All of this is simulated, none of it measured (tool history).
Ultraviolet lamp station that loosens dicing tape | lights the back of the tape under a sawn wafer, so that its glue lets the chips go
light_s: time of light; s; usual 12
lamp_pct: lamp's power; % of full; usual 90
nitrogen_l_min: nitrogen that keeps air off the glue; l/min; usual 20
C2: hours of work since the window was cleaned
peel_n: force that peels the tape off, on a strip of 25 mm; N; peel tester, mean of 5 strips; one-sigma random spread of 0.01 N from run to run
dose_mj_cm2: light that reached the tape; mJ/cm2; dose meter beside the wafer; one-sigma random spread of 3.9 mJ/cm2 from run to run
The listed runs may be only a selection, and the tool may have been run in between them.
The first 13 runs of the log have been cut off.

Run 14, hour 238.7: usual settings; hours of work of the lamp 132; C2 268. Result: peel_n 0.587 N, dose_mj_cm2 586 mJ/cm2.
Run 15, hour 261.6: usual settings but nitrogen_l_min 22 l/min; hours of work of the lamp 141; C2 278. Result: peel_n 0.529 N, dose_mj_cm2 582 mJ/cm2.
Run 16, hour 286.5: usual settings but nitrogen_l_min 22 l/min; hours of work of the lamp 152; C2 288. Result: peel_n 0.538 N, dose_mj_cm2 576 mJ/cm2.
Run 17, hour 298.7: usual settings but lamp_pct 72 % of full; hours of work of the lamp 157; C2 293. Result: peel_n 0.851 N, dose_mj_cm2 462 mJ/cm2.
Run 18, hour 312.4: usual settings; hours of work of the lamp 163; C2 299. Result: peel_n 0.608 N, dose_mj_cm2 575 mJ/cm2.
Run 19, hour 335.5: usual settings; hours of work of the lamp 172; C2 309. Result: peel_n 0.612 N, dose_mj_cm2 577 mJ/cm2.
Run 20, hour 356.5: usual settings; hours of work of the lamp 181; C2 318. Result: peel_n 0.6 N, dose_mj_cm2 568 mJ/cm2.
Run 21, hour 368.9: usual settings; hours of work of the lamp 186; C2 323. Result: peel_n 0.602 N, dose_mj_cm2 574 mJ/cm2.
Run 22, hour 389.2: usual settings; hours of work of the lamp 195; C2 331. Result: peel_n 0.614 N, dose_mj_cm2 566 mJ/cm2.
Run 23, hour 411.9: usual settings but light_s 17 s, lamp_pct 75 % of full, nitrogen_l_min 37 l/min; hours of work of the lamp 204; C2 341. Result: peel_n 0.317 N, dose_mj_cm2 667 mJ/cm2.

Run 24 has not been measured yet. What should we expect?
Run 24, hour 422.9: usual settings but light_s 17 s, lamp_pct 75 % of full, nitrogen_l_min 37 l/min; hours of work of the lamp 209; C2 346. Result: peel_n ?, dose_mj_cm2 ?.

Run 24 came out at peel_n 0.321 N, dose_mj_cm2 657 mJ/cm2.
With no hidden state in the tool, this same run would have given peel_n 0.236 N, dose_mj_cm2 783 mJ/cm2.
